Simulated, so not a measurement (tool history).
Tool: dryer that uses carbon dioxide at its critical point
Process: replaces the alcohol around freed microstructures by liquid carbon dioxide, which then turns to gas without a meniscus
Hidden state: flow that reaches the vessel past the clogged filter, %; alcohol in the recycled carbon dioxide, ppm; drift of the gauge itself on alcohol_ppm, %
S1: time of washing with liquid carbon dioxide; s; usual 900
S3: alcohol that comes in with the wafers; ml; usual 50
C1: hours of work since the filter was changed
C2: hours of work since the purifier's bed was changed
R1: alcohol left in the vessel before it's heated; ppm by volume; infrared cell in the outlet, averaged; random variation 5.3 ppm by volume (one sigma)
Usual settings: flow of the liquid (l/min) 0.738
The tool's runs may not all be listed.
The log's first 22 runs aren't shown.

{"run": 23, "day": 13.671, "S1": 900, "flow of the liquid (l/min)": 0.953, "S3": 72, "C1": 336, "C2": 440, "R1": 107}
{"run": 24, "day": 14.471, "S1": 900, "flow of the liquid (l/min)": 0.953, "S3": 72, "C1": 345, "C2": 449, "R1": 101}
{"run": 25, "day": 15.308, "S1": 900, "flow of the liquid (l/min)": 0.49, "S3": 82, "C1": 354, "C2": 458, "R1": 1770}
{"run": 26, "day": 15.904, "S1": 900, "flow of the liquid (l/min)": 0.859, "S3": 82, "C1": 360, "C2": 465, "R1": 179}
{"run": 27, "day": 16.379, "S1": 900, "flow of the liquid (l/min)": 0.859, "S3": 82, "C1": 365, "C2": 470, "R1": 186}
{"run": 28, "day": 17.108, "S1": 900, "flow of the liquid (l/min)": 0.859, "S3": 82, "C1": 373, "C2": 478, "R1": 186}
{"run": 29, "day": 17.971, "S1": 600, "flow of the liquid (l/min)": 0.738, "S3": 50, "C1": 383, "C2": 487, "R1": 1048}
{"run": 30, "day": 18.446, "S1": 600, "flow of the liquid (l/min)": 0.738, "S3": 50, "C1": 388, "C2": 492, "R1": 1081}
{"run": 31, "day": 19.058, "S1": 600, "flow of the liquid (l/min)": 0.738, "S3": 50, "C1": 395, "C2": 499, "R1": 1067}
{"run": 32, "day": 19.908, "S1": 540, "flow of the liquid (l/min)": 1.143, "S3": 47, "C1": 404, "C2": 508, "R1": 305}
{"run": 33, "day": 20.779, "S1": 540, "flow of the liquid (l/min)": 1.143, "S3": 47, "C1": 413, "C2": 518, "R1": 304}

Forecast each of these 5 alternatives for the next run:
{"run": "A", "day": 21.608, "S1": 540, "flow of the liquid (l/min)": 0.473, "S3": 47, "C1": 422, "C2": 527, "R1": "?"}
{"run": "B", "day": 21.608, "S1": 1380, "flow of the liquid (l/min)": 0.632, "S3": 50, "C1": 422, "C2": 527, "R1": "?"}
{"run": "C", "day": 21.608, "S1": 900, "flow of the liquid (l/min)": 0.509, "S3": 50, "C1": 422, "C2": 527, "R1": "?"}
{"run": "D", "day": 21.608, "S1": 900, "flow of the liquid (l/min)": 0.483, "S3": 50, "C1": 422, "C2": 527, "R1": "?"}
{"run": "E", "day": 21.608, "S1": 720, "flow of the liquid (l/min)": 1.143, "S3": 47, "C1": 422, "C2": 527, "R1": "?"}

run=A R1=3879
run=B R1=88
run=C R1=1046
run=D R1=1192
run=E R1=103
Without the tool's hidden state the same runs would have given:
run=A R1=2942
run=B R1=21
run=C R1=628
run=D R1=732
run=E R1=30

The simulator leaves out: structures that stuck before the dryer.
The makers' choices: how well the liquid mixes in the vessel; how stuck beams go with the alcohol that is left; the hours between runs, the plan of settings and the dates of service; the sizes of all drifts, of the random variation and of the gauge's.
